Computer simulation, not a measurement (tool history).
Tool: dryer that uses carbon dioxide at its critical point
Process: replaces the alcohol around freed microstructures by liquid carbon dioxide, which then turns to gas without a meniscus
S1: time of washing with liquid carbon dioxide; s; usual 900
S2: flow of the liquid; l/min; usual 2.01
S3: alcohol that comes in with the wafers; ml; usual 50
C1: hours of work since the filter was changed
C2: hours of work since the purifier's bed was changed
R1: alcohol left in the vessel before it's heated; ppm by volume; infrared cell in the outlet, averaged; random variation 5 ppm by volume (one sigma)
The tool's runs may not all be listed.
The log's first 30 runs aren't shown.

run   hour    S1    S2   S3   C1   C2   R1
 31  198.6   540  2.01   53  139  398  306
 32  207.5  1200  1.23   42  146  405  106
 33  212.7   540  2.48   80  150  409  203
 34  219.4   960  2.80   29  155  415   57
 35  224.0   900  3.09  114  159  418   51
 36  229.8   900  3.09  114  164  423   47
 37  239.5  1380  2.21   36  171  431   58
 38  246.1   600  2.13  104  176  436  319
 39  250.7   600  2.13  104  180  439  317
 40  258.4   600  3.36   85  186  445   74
 41  262.6   600  3.12   35  189  449   71
     272.5  -- inlet filter changed
 42  273.0   600  3.12   35    0  456   65
 43  280.0   840  2.21   50    6  462   64
 44  287.7   840  2.21   30   12  468   63
 45  292.6   840  2.21   30   16  472   61

Forecast run 46:
 46  300.6  840  2.21  30  22  478   ?

{"run 46": {"R1": 70}}
Without the tool's hidden state the same run would have given R1 11 ppm by volume.
